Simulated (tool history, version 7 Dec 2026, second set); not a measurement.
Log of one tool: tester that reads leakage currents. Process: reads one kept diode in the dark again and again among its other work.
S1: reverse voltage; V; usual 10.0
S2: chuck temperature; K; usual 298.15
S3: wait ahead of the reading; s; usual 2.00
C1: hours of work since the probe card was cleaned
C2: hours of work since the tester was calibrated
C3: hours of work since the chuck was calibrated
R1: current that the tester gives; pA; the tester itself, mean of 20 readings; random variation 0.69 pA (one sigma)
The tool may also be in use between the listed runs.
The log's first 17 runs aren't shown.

run 18 hour=921.8 | S1=10.0 S2=298.15 S3=2.00 | C1=519 C2=2222 C3=957 | R1=218.31
run 19 hour=993.1 | S1=12.7 S2=298.15 S3=2.00 | C1=566 C2=2269 C3=1004 | R1=240.21
run 20 hour=1050.1 | S1=12.7 S2=298.15 S3=2.00 | C1=603 C2=2306 C3=1041 | R1=239.10
run 21 hour=1102.7 | S1=10.0 S2=300.15 S3=0.94 | C1=638 C2=2341 C3=1075 | R1=253.01
run 22 hour=1152.6 | S1=6.3 S2=332.15 S3=0.94 | C1=670 C2=2373 C3=1108 | R1=1981.05
run 23 hour=1193.7 | S1=6.3 S2=332.15 S3=0.94 | C1=697 C2=2400 C3=1135 | R1=1986.26
-- hour=1209.0 chuck's temperature calibrated
run 24 hour=1245.0 | S1=6.3 S2=332.15 S3=0.94 | C1=729 C2=2433 C3=24 | R1=2126.08
run 25 hour=1277.4 | S1=6.3 S2=332.15 S3=0.94 | C1=751 C2=2454 C3=45 | R1=2124.03
run 26 hour=1313.5 | S1=16.2 S2=332.15 S3=8.40 | C1=774 C2=2477 C3=68 | R1=3126.08
run 27 hour=1359.5 | S1=10.0 S2=293.15 S3=2.12 | C1=804 C2=2508 C3=98 | R1=158.87
run 28 hour=1410.5 | S1=3.3 S2=293.15 S3=3.06 | C1=838 C2=2541 C3=132 | R1=99.38
run 29 hour=1482.6 | S1=3.3 S2=293.15 S3=3.06 | C1=885 C2=2588 C3=179 | R1=99.11
run 30 hour=1536.6 | S1=2.2 S2=293.15 S3=3.06 | C1=920 C2=2624 C3=214 | R1=83.37
run 31 hour=1593.4 | S1=4.5 S2=293.15 S3=8.09 | C1=957 C2=2661 C3=252 | R1=112.91
run 32 hour=1659.2 | S1=4.5 S2=293.15 S3=8.09 | C1=1001 C2=2704 C3=295 | R1=111.64
run 33 hour=1736.0 | S1=4.5 S2=314.15 S3=0.47 | C1=1051 C2=2754 C3=345 | R1=548.05
run 34 hour=1798.1 | S1=6.9 S2=321.15 S3=2.00 | C1=1092 C2=2795 C3=386 | R1=1047.15
run 35 hour=1847.3 | S1=6.5 S2=305.15 S3=0.45 | C1=1124 C2=2827 C3=418 | R1=327.93
run 36 hour=1879.5 | S1=6.5 S2=309.15 S3=0.78 | C1=1145 C2=2848 C3=439 | R1=439.44
run 37 hour=1927.3 | S1=6.6 S2=304.15 S3=0.63 | C1=1176 C2=2879 C3=470 | R1=303.82
run 38 hour=1974.3 | S1=8.9 S2=308.15 S3=4.15 | C1=1207 C2=2910 C3=501 | R1=462.96
-- hour=2003.4 probe card cleaned and baked
run 39 hour=2035.4 | S1=4.6 S2=304.15 S3=2.00 | C1=21 C2=2948 C3=539 | R1=257.32
run 40 hour=2098.4 | S1=4.0 S2=305.15 S3=0.57 | C1=62 C2=2989 C3=580 | R1=262.87

4 ways to go on from here, each from the tool as it stands after run 40. What would each give?
run A hour=2149.5 | S1=10.0 S2=311.15 S3=2.00 | C1=96 C2=3023 C3=614 | R1=?
run B hour=2149.5 | S1=7.3 S2=297.15 S3=0.44 | C1=96 C2=3023 C3=614 | R1=?
run C hour=2149.5 | S1=1.9 S2=298.15 S3=7.58 | C1=96 C2=3023 C3=614 | R1=?
run D hour=2149.5 | S1=4.0 S2=330.15 S3=2.11 | C1=96 C2=3023 C3=614 | R1=?

run=A R1=593.89
run=B R1=180.85
run=C R1=112.16
run=D R1=1494.83
Without the tool's hidden state the same runs would have given:
run=A R1=613.55
run=B R1=187.33
run=C R1=116.34
run=D R1=1537.83
